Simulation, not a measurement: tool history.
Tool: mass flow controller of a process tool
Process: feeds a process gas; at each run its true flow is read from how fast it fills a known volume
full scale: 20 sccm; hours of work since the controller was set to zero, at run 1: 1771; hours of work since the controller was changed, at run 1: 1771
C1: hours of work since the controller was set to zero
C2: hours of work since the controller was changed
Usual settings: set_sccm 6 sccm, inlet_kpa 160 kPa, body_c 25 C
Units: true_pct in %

run 1 hour=0.0 | set_sccm=6 inlet_kpa=160 body_c=25 | C1=1771 C2=1771 | true_pct=95.75
run 2 hour=155.5 | set_sccm=6 inlet_kpa=170 body_c=25 | C1=1832 C2=1832 | true_pct=95.69
run 3 hour=246.0 | set_sccm=6 inlet_kpa=170 body_c=25 | C1=1868 C2=1868 | true_pct=95.65
run 4 hour=377.0 | set_sccm=6 inlet_kpa=160 body_c=34 | C1=1920 C2=1920 | true_pct=95.01
run 5 hour=490.9 | set_sccm=6 inlet_kpa=160 body_c=25 | C1=1964 C2=1964 | true_pct=95.52
run 6 hour=644.3 | set_sccm=6 inlet_kpa=160 body_c=25 | C1=2025 C2=2025 | true_pct=95.34
run 7 hour=725.7 | set_sccm=6 inlet_kpa=185 body_c=25 | C1=2057 C2=2057 | true_pct=95.53
run 8 hour=861.8 | set_sccm=6 inlet_kpa=185 body_c=25 | C1=2111 C2=2111 | true_pct=95.37
run 9 hour=956.5 | set_sccm=6 inlet_kpa=172 body_c=25 | C1=2148 C2=2148 | true_pct=95.22
run 10 hour=1087.6 | set_sccm=6 inlet_kpa=172 body_c=25 | C1=2200 C2=2200 | true_pct=95.12
run 11 hour=1172.8 | set_sccm=6 inlet_kpa=172 body_c=25 | C1=2233 C2=2233 | true_pct=95.16
run 12 hour=1252.1 | set_sccm=6 inlet_kpa=172 body_c=25 | C1=2265 C2=2265 | true_pct=95.06
run 13 hour=1326.5 | set_sccm=6 inlet_kpa=246 body_c=25 | C1=2294 C2=2294 | true_pct=95.38
run 14 hour=1464.8 | set_sccm=3 inlet_kpa=160 body_c=25 | C1=2349 C2=2349 | true_pct=92.73
run 15 hour=1571.9 | set_sccm=3 inlet_kpa=160 body_c=25 | C1=2391 C2=2391 | true_pct=92.66
run 16 hour=1714.6 | set_sccm=3 inlet_kpa=160 body_c=25 | C1=2447 C2=2447 | true_pct=92.49
run 17 hour=1863.5 | set_sccm=3 inlet_kpa=160 body_c=25 | C1=2506 C2=2506 | true_pct=92.42
run 18 hour=1972.9 | set_sccm=6 inlet_kpa=160 body_c=32 | C1=2549 C2=2549 | true_pct=94.27
run 19 hour=2089.2 | set_sccm=6 inlet_kpa=160 body_c=25 | C1=2595 C2=2595 | true_pct=94.66
run 20 hour=2174.0 | set_sccm=16 inlet_kpa=160 body_c=25 | C1=2628 C2=2628 | true_pct=97.27
run 21 hour=2303.8 | set_sccm=16 inlet_kpa=160 body_c=25 | C1=2679 C2=2679 | true_pct=97.19
run 22 hour=2384.4 | set_sccm=6 inlet_kpa=160 body_c=35 | C1=2711 C2=2711 | true_pct=94.01
run 23 hour=2500.4 | set_sccm=6 inlet_kpa=160 body_c=35 | C1=2757 C2=2757 | true_pct=93.89
run 24 hour=2642.8 | set_sccm=6 inlet_kpa=160 body_c=24 | C1=2813 C2=2813 | true_pct=94.31
run 25 hour=2784.7 | set_sccm=6 inlet_kpa=160 body_c=24 | C1=2869 C2=2869 | true_pct=94.35
run 26 hour=2896.2 | set_sccm=6 inlet_kpa=160 body_c=21 | C1=2913 C2=2913 | true_pct=94.37
run 27 hour=2978.9 | set_sccm=6 inlet_kpa=160 body_c=21 | C1=2946 C2=2946 | true_pct=94.36
run 28 hour=3110.5 | set_sccm=6 inlet_kpa=160 body_c=21 | C1=2998 C2=2998 | true_pct=94.34
run 29 hour=3234.0 | set_sccm=3 inlet_kpa=214 body_c=21 | C1=3046 C2=3046 | true_pct=91.85
-- hour=3244.4 controller's zero set anew
run 30 hour=3388.1 | set_sccm=2 inlet_kpa=214 body_c=21 | C1=57 C2=3107 | true_pct=87.81
run 31 hour=3488.4 | set_sccm=2 inlet_kpa=214 body_c=21 | C1=96 C2=3146 | true_pct=87.70
run 32 hour=3560.3 | set_sccm=16 inlet_kpa=159 body_c=22 | C1=125 C2=3175 | true_pct=96.96
run 33 hour=3652.8 | set_sccm=16 inlet_kpa=159 body_c=22 | C1=161 C2=3211 | true_pct=96.93
run 34 hour=3817.3 | set_sccm=16 inlet_kpa=159 body_c=22 | C1=226 C2=3276 | true_pct=96.71
run 35 hour=3930.0 | set_sccm=16 inlet_kpa=212 body_c=22 | C1=270 C2=3321 | true_pct=96.99
run 36 hour=4028.3 | set_sccm=16 inlet_kpa=212 body_c=22 | C1=309 C2=3359 | true_pct=96.69
run 37 hour=4119.1 | set_sccm=16 inlet_kpa=212 body_c=25 | C1=345 C2=3395 | true_pct=96.72
-- hour=4146.5 controller's zero set anew, once more
run 38 hour=4253.7 | set_sccm=9 inlet_kpa=212 body_c=35 | C1=42 C2=3448 | true_pct=96.28
run 39 hour=4364.0 | set_sccm=9 inlet_kpa=177 body_c=28 | C1=86 C2=3492 | true_pct=96.41
run 40 hour=4486.7 | set_sccm=6 inlet_kpa=160 body_c=27 | C1=134 C2=3540 | true_pct=95.73
run 41 hour=4656.3 | set_sccm=4 inlet_kpa=249 body_c=25 | C1=201 C2=3607 | true_pct=95.84
run 42 hour=4771.3 | set_sccm=4 inlet_kpa=249 body_c=25 | C1=246 C2=3652 | true_pct=95.69
run 43 hour=4859.3 | set_sccm=9 inlet_kpa=249 body_c=31 | C1=281 C2=3687 | true_pct=96.28
run 44 hour=5002.4 | set_sccm=9 inlet_kpa=249 body_c=31 | C1=338 C2=3743 | true_pct=96.26
run 45 hour=5161.9 | set_sccm=6 inlet_kpa=249 body_c=31 | C1=400 C2=3806 | true_pct=95.58
run 46 hour=5245.0 | set_sccm=7 inlet_kpa=205 body_c=25 | C1=433 C2=3839 | true_pct=95.92
run 47 hour=5352.8 | set_sccm=3 inlet_kpa=217 body_c=25 | C1=476 C2=3882 | true_pct=94.86

Forecast each of these 3 alternatives for the next run:
run A hour=5454.4 | set_sccm=3 inlet_kpa=228 body_c=30 | C1=516 C2=3922 | true_pct=?
run B hour=5454.4 | set_sccm=11 inlet_kpa=224 body_c=29 | C1=516 C2=3922 | true_pct=?
run C hour=5454.4 | set_sccm=6 inlet_kpa=201 body_c=33 | C1=516 C2=3922 | true_pct=?

run=A true_pct=94.51
run=B true_pct=96.48
run=C true_pct=95.16
Without the tool's hidden state the same runs would have given:
run=A true_pct=97.42
run=B true_pct=98.67
run=C true_pct=97.56

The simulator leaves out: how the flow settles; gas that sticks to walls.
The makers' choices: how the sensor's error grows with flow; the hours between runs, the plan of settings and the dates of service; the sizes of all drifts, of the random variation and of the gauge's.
